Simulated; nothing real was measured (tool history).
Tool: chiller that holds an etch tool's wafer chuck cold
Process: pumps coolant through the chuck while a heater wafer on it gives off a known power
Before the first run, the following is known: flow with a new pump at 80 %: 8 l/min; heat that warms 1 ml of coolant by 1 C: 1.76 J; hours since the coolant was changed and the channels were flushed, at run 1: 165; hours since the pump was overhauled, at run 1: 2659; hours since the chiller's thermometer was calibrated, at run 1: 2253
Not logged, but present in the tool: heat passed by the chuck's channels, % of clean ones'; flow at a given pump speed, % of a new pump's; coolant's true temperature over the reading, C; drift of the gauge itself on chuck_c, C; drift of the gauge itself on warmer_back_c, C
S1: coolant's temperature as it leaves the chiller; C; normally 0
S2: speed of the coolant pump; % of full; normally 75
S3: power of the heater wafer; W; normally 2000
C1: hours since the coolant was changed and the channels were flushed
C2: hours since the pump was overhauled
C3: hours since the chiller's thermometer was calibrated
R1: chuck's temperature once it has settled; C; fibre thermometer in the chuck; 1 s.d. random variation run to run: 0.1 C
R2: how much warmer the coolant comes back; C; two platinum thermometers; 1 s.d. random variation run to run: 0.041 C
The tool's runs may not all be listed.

run    hour   S1  S2    S3    C1    C2    C3    R1     R2
  1       0    0  75  2000   165  2659  2253  15.6   9.82
  2   102.1    0  75  2000   268  2761  2355  15.8   9.81
  3   227.7  -10  75  2000   393  2887  2481   5.9   9.77
  4   283.7  -10  75  2000   449  2943  2537   5.8   9.84
  5   399.8  -10  75  2000   565  3059  2653     6   9.98
  6   494.6  -10  75  2000   660  3154  2748   5.9   9.96
  7   563.4  -10  75  2000   729  3222  2817     6  10.06
  8     672    9  75  2000   837  3331  2925    25     10
  9   747.3    9  75  2000   913  3406  3001  25.4  10.08
 10   813.8    9  75  2000   979  3473  3067  25.2  10.15
 11   919.3   -8  75  1184  1085  3578  3173   1.3      6
 12  1047.9   -8  75  1184  1213  3707  3301   1.3   5.98

Run 13 comes next. What will it give?
 13  1099.5  -8  75  1184  1265  3758  3353   ?   ?

Logged for run 13: R1 1.4 C, R2 6 C.
On a tool with no hidden condition, and with the same random variation, this run would have come out at R1 0.9 C, R2 5.36 C.

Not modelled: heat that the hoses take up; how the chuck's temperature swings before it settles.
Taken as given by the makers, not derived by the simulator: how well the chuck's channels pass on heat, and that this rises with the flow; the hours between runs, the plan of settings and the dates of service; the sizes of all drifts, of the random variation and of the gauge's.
